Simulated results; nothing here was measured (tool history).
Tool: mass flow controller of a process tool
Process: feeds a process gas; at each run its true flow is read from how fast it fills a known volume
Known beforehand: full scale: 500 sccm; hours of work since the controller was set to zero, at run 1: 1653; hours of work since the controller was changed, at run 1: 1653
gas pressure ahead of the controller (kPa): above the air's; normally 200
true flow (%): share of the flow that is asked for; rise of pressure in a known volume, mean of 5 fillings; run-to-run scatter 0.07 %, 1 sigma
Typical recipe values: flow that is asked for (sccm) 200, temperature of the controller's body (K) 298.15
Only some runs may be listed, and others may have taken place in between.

run    hour  flow that is asked for (sccm)  gas pressure ahead of the controller (kPa)  temperature of the controller's body (K)  hours of work since the controller was set to zero  hours of work since the controller was changed  true flow (%)
  1     0.0                            200                                         200                                    298.15                                                1653                                            1653         100.02
  2   385.2                            200                                         200                                    298.15                                                1876                                            1876         100.12
  3   708.7                            200                                         259                                    298.15                                                2063                                            2063         100.62
  4   920.1                            424                                         200                                    298.15                                                2186                                            2186         100.83
  5  1236.5                            424                                         200                                    298.15                                                2369                                            2369         100.90
  6  1588.1                            424                                         200                                    298.15                                                2573                                            2573         100.84
  7  2021.8                            424                                         200                                    298.15                                                2824                                            2824         100.98
  8  2204.1                            424                                         200                                    298.15                                                2930                                            2930         100.99
  9  2572.9                            200                                         200                                    298.15                                                3144                                            3144         100.73
 10  2851.3                            200                                         200                                    298.15                                                3305                                            3305         100.76
 11  3155.2                            200                                         200                                    298.15                                                3481                                            3481         101.00
 12  3510.0                            200                                         163                                    298.15                                                3687                                            3687         100.56
 13  3808.6                            200                                         163                                    298.15                                                3860                                            3860         100.74
 14  4091.4                            200                                         163                                    298.15                                                4024                                            4024         100.84
 15  4349.3                             59                                         154                                    305.15                                                4174                                            4174         102.41
 16  4670.6                             59                                         154                                    305.15                                                4360                                            4360         102.51
 17  4967.5                             50                                         267                                    303.15                                                4532                                            4532         104.24
 18  5285.1                            215                                         243                                    298.15                                                4716                                            4716         101.87
 19  5532.4                            215                                         243                                    298.15                                                4859                                            4859         101.82
     5735.1  -- controller's zero set anew
 20  5824.6                             61                                         243                                    298.15                                                  52                                            5028         100.51
 21  6143.5                             61                                         167                                    298.15                                                 237                                            5213         100.28
 22  6545.1                            200                                         249                                    312.15                                                 470                                            5446         100.19
 23  6867.9                             50                                         200                                    298.15                                                 657                                            5633         100.94
 24  7241.8                            359                                         200                                    298.15                                                 873                                            5850         101.45

Pick out some run-to-run changes in true flow (%). Of each, how much would a tool without hidden state show as well, from the settings, what came in and chance, and how much is left for the hidden state and any gauge scatter not in both results compared?
Unlogged tool condition in this case: flow at rest that the sensor doesn't see, % of full scale; true flow over the shown one, %; drift of the gauge itself on true_pct, %.
Run 14 -> 15: flow that is asked for (sccm) 200 -> 59, gas pressure ahead of the controller (kPa) 163 -> 154, temperature of the controller's body (K) 298.15 -> 305.15. true flow (%) +1.57: hidden state +2.43, all else -0.86.
Run 16 -> 17: flow that is asked for (sccm) 59 -> 50, gas pressure ahead of the controller (kPa) 154 -> 267, temperature of the controller's body (K) 305.15 -> 303.15. true flow (%) +1.73: hidden state +0.81, all else +0.92.
Run 17 -> 18: flow that is asked for (sccm) 50 -> 215, gas pressure ahead of the controller (kPa) 267 -> 243, temperature of the controller's body (K) 303.15 -> 298.15. true flow (%) -2.37: hidden state -3.15, all else +0.78.

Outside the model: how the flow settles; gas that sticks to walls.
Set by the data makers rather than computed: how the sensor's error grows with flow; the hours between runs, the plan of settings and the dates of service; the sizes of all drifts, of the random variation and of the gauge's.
